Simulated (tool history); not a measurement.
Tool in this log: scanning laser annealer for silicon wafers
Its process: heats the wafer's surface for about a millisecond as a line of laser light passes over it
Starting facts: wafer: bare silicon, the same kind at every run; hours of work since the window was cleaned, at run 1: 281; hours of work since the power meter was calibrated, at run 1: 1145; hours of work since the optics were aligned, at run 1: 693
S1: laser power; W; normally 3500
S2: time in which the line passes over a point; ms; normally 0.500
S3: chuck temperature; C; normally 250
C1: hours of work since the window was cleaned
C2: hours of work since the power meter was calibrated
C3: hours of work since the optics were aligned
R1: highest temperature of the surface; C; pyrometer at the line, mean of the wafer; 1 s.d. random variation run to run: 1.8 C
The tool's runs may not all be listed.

run	hour	S1	S2	S3	C1	C2	C3	R1
1	0.0	3500	0.500	250	281	1145	693	996
2	50.5	3500	0.500	257	319	1183	731	1002
3	78.1	3500	0.500	257	339	1203	751	1002
4	120.2	3500	0.500	257	371	1235	783	997
5	154.1	3500	0.500	257	396	1260	808	996
6	187.7	3500	0.500	257	421	1285	833	991
7	235.6	3500	0.500	257	457	1320	869	990
8	296.5	3500	0.500	241	502	1366	914	971
9	348.8	3500	0.500	241	541	1405	953	972
# hour 369.4: window over the wafer cleaned
10	393.9	3500	0.500	241	18	1437	985	1001
11	425.8	3500	0.470	250	42	1461	1009	988
12	477.6	3500	0.500	265	81	1499	1047	1022
13	518.2	3500	0.500	265	111	1529	1078	1021
14	568.3	3206	0.500	250	148	1567	1115	931
15	625.0	3206	0.500	250	190	1609	1157	932
16	674.2	3206	0.500	250	227	1646	1194	927
17	707.4	3206	0.500	250	252	1670	1219	921
18	748.1	3206	0.500	250	282	1701	1249	921
19	781.8	3500	0.500	234	307	1726	1274	974
20	839.5	3827	0.500	250	350	1769	1317	1065
21	883.4	3565	0.500	251	383	1801	1350	999
22	920.9	3500	0.500	211	411	1829	1378	943
23	970.3	3081	0.500	232	447	1866	1414	862
24	1012.3	3118	0.573	240	479	1897	1446	926
25	1071.0	3500	0.359	225	522	1941	1489	833
26	1100.1	3789	0.369	282	544	1963	1511	954
# hour 1116.8: window over the wafer cleaned
27	1161.1	3668	0.500	231	33	2007	1555	1029
28	1194.8	3668	0.500	231	58	2032	1580	1025
29	1241.7	3668	0.576	215	93	2067	1615	1069
30	1278.0	3500	0.593	278	120	2094	1642	1100
31	1316.3	3333	0.499	262	149	2122	1670	968
32	1353.0	3333	0.499	262	176	2149	1698	968
33	1406.3	3333	0.495	262	216	2189	1737	962
34	1442.5	3226	0.495	260	243	2216	1764	929
35	1474.8	3119	0.445	266	267	2240	1788	878
# hour 1502.1: optics aligned, line set to its width
36	1521.0	3271	0.522	249	297	2271	14	954
37	1549.0	3271	0.522	249	318	2292	35	954
38	1574.0	3091	0.389	224	337	2310	54	789
39	1604.1	3091	0.389	224	359	2333	76	785
40	1650.2	3495	0.381	224	393	2367	110	859

Each row is a separate what-if for the run after 40, all from the same tool condition, not one after another. Results?
A	1693.9	3500	0.500	252	426	2400	143	?
B	1693.9	3495	0.614	224	426	2400	143	?
C	1693.9	3062	0.500	255	426	2400	143	?

run	R1
A	990
B	1044
C	890
Without the tool's hidden state the same runs would have given:
run	R1
A	1029
B	1088
C	923

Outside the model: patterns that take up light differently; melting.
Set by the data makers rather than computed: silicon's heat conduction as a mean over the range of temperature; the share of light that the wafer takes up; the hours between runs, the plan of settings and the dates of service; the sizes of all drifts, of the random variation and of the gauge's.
